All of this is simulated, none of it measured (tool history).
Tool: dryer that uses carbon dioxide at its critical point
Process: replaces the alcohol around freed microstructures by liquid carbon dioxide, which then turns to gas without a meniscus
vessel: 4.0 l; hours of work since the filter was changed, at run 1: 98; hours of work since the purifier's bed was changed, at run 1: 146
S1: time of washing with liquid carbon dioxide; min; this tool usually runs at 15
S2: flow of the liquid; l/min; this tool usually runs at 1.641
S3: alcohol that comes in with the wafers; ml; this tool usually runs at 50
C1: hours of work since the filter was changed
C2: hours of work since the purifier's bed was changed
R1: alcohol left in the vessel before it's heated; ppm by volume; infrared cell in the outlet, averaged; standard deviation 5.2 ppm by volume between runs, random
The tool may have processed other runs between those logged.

run	day	S1	S2	S3	C1	C2	R1
1	0	15	1.641	50	98	146	132
2	0.392	15	1.641	50	105	153	145
3	0.904	15	1.641	50	114	162	148
4	1.421	15	1.641	50	123	171	154
5	2.258	15	1.641	22	138	186	87
6	2.888	15	1.641	22	150	198	95
7	3.408	15	2.73	22	159	207	32
8	3.979	15	1.641	50	169	218	165
9	4.421	15	2.63	50	177	225	43
10	5.029	15	2.63	50	188	236	51
# day 5.179: inlet filter changed
11	5.688	15	2.63	50	9	248	48
12	6.038	15	1.641	50	15	254	146
13	6.725	15	1.641	50	28	266	150
14	7.096	15	1.641	42	35	273	136
15	7.529	15	1.641	42	42	281	131
16	7.9	15	1.641	42	49	287	134
17	8.408	15	1.641	50	58	297	161
18	9.179	15	1.641	50	72	311	169
19	9.721	15	1.641	50	82	320	167
20	10.275	15	1.641	49	92	330	167
21	10.771	15	1.641	49	101	339	183
22	11.188	15	1.641	49	108	347	173
23	11.85	15	1.641	50	120	359	182
24	12.508	15	1.641	50	132	371	182
25	12.862	16	1.1	50	139	377	545
26	13.304	16	1.29	98	147	385	609
27	13.762	16	1.29	98	155	393	609
28	14.396	15	1.24	60	166	405	574
29	15.183	15	1.24	60	180	419	571
# day 15.717: inlet filter changed
30	15.717	15	1.24	60	0	428	468
31	16.554	15	1.24	60	15	443	458
32	17.158	14	1.24	55	26	454	547
33	17.804	10	1.63	106	38	465	1192
34	18.617	10	1.63	106	52	480	1187
35	19.371	13	1.641	50	66	494	278
36	19.988	13	1	54	77	505	1240
37	20.75	16	2.07	108	91	518	128
38	21.325	23	1.8	25	101	529	83
39	22.092	15	1.52	67	115	543	305
40	22.633	15	2.71	95	125	552	97
41	23.467	19	1.19	50	140	567	270
42	23.95	19	1.19	50	149	576	288
43	24.525	12	1.94	62	159	587	288
44	24.883	10	2.24	50	165	593	274
45	25.338	10	2.24	50	174	601	278
46	25.95	11	1.24	26	185	612	618

For some of the steps in R1 from one run to the next: how much would appear even if the tool had no hidden state, given the settings, what came in and random variation, and how much remains for the hidden state plus any gauge scatter that the measured result and the result without hidden state don't share?
Hidden state at play: flow that reaches the vessel past the clogged filter, %; alcohol in the recycled carbon dioxide, ppm; drift of the gauge itself on alcohol_ppm, %.
Run 29 -> 30: inlet filter changed. R1 -103 ppm by volume: hidden state -119, all else +16.
Run 34 -> 35: S1 10 -> 13, S2 1.63 -> 1.641, S3 106 -> 50. R1 -909 ppm by volume: hidden state -51, all else -858.
Run 35 -> 36: S2 1.641 -> 1, S3 50 -> 54. R1 +962 ppm by volume: hidden state +70, all else +892.
Run 36 -> 37: S1 13 -> 16, S2 1 -> 2.07, S3 54 -> 108. R1 -1112 ppm by volume: hidden state -79, all else -1033.
